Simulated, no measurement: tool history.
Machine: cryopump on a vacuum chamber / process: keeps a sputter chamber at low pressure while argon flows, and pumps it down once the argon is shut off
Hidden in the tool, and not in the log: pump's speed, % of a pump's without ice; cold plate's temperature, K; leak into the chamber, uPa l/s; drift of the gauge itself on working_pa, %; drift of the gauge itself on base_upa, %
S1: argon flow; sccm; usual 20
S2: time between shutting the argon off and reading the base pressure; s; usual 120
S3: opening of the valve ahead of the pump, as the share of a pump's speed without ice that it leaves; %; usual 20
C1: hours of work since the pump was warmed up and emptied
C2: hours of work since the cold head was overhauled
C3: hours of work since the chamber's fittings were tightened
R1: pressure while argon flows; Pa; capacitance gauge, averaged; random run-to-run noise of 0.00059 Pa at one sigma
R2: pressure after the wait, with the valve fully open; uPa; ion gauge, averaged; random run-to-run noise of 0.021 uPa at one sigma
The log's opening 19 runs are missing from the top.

run 20 hour=847.1 | S1=15 S2=28 S3=37 | C1=178 C2=1227 C3=369 | R1=0.0335 R2=1.48
run 21 hour=907.0 | S1=15 S2=298 S3=37 | C1=215 C2=1263 C3=406 | R1=0.0334 R2=0.50
run 22 hour=947.8 | S1=8 S2=252 S3=20 | C1=240 C2=1288 C3=431 | R1=0.0337 R2=0.54
run 23 hour=993.5 | S1=14 S2=200 S3=57 | C1=268 C2=1316 C3=459 | R1=0.0218 R2=0.59
run 24 hour=1022.4 | S1=17 S2=81 S3=23 | C1=286 C2=1334 C3=477 | R1=0.0621 R2=0.86
run 25 hour=1049.0 | S1=39 S2=120 S3=22 | C1=302 C2=1350 C3=493 | R1=0.1493 R2=0.76
run 26 hour=1090.0 | S1=39 S2=120 S3=22 | C1=327 C2=1375 C3=518 | R1=0.1499 R2=0.78
-- hour=1111.0 pump warmed up, emptied and cooled again
run 27 hour=1159.0 | S1=20 S2=120 S3=19 | C1=29 C2=1414 C3=557 | R1=0.0843 R2=0.72
run 28 hour=1192.0 | S1=27 S2=120 S3=60 | C1=50 C2=1435 C3=577 | R1=0.0382 R2=0.70
run 29 hour=1245.9 | S1=27 S2=120 S3=60 | C1=83 C2=1468 C3=610 | R1=0.0367 R2=0.73
run 30 hour=1272.2 | S1=27 S2=120 S3=60 | C1=99 C2=1484 C3=626 | R1=0.0381 R2=0.74
run 31 hour=1315.5 | S1=27 S2=120 S3=60 | C1=125 C2=1510 C3=653 | R1=0.0372 R2=0.77
run 32 hour=1354.0 | S1=15 S2=25 S3=32 | C1=149 C2=1534 C3=677 | R1=0.0384 R2=1.84
run 33 hour=1414.1 | S1=15 S2=25 S3=32 | C1=185 C2=1570 C3=713 | R1=0.0392 R2=1.82

Below are 4 alternative next runs, each starting from the tool's condition after run 33. Predict each:
run A hour=1469.6 | S1=31 S2=141 S3=46 | C1=219 C2=1604 C3=747 | R1=? R2=?
run B hour=1469.6 | S1=19 S2=55 S3=15 | C1=219 C2=1604 C3=747 | R1=? R2=?
run C hour=1469.6 | S1=39 S2=120 S3=20 | C1=219 C2=1604 C3=747 | R1=? R2=?
run D hour=1469.6 | S1=20 S2=120 S3=53 | C1=219 C2=1604 C3=747 | R1=? R2=?

run=A R1=0.0585 R2=0.87
run=B R1=0.1038 R2=1.13
run=C R1=0.1609 R2=0.86
run=D R1=0.0331 R2=0.87
With the hidden condition removed and each run's random variation left untouched, the same runs would have given:
run=A R1=0.0537 R2=0.38
run=B R1=0.1008 R2=0.66
run=C R1=0.1549 R2=0.37
run=D R1=0.0300 R2=0.40
